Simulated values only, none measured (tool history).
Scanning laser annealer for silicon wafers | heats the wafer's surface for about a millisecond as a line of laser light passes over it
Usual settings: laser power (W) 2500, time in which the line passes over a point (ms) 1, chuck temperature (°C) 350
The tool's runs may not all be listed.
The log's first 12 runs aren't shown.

run    hour  laser power (W)  time in which the line passes over a point (ms)  chuck temperature (°C)  hours of work since the window was cleaned  hours of work since the power meter was calibrated  hours of work since the optics were aligned  highest temperature of the surface (°C)
 13   367.9             2368                                                1                     332                                         269                                                 272                                          497                                     1088
 14   393.4             2368                                                1                     332                                         286                                                 288                                          513                                     1091
 15   430.8             2500                                                1                     350                                         310                                                 312                                          537                                     1153
 16   463.4             2500                                                1                     350                                         331                                                 333                                          558                                     1151
 17   507.4             2500                                                1                     350                                         359                                                 361                                          586                                     1145
 18   559.5             2500                                                1                     350                                         393                                                 395                                          620                                     1141
 19   607.4             2500                                                1                     350                                         423                                                 426                                          650                                     1137
 20   649.5             2500                                                1                     350                                         450                                                 453                                          678                                     1138
      657.2  -- window over the wafer cleaned
 21     692             2500                                                1                     350                                          22                                                 479                                          704                                     1172
 22   742.1             2567                                                1                     381                                          55                                                 511                                          736                                     1229
 23   787.9             2500                                              0.9                     327                                          84                                                 540                                          765                                     1096
 24   821.7             2500                                              0.9                     327                                         106                                                 562                                          787                                     1097
 25   853.7             2283                                             0.93                     327                                         126                                                 583                                          807                                     1022
 26   902.8             2283                                             0.93                     327                                         158                                                 614                                          839                                     1024
 27   931.7             2271                                                1                     350                                         176                                                 633                                          858                                     1071
      937.9  -- laser's power meter calibrated
 28   964.9             2181                                             0.87                     345                                         196                                                  17                                          877                                      977
 29   987.5             2184                                                1                     354                                         210                                                  32                                          892                                     1039
 30  1013.7             2238                                             1.05                     350                                         227                                                  49                                          908                                     1070

The next listed run, before its measurement:
 31  1035.8             2500                                             0.75                     389                                         241                                                  63                                          923                                        ?

{"run 31": {"highest temperature of the surface (°C)": 1069}}
Without the tool's hidden state the same run would have given highest temperature of the surface (°C) 1101.

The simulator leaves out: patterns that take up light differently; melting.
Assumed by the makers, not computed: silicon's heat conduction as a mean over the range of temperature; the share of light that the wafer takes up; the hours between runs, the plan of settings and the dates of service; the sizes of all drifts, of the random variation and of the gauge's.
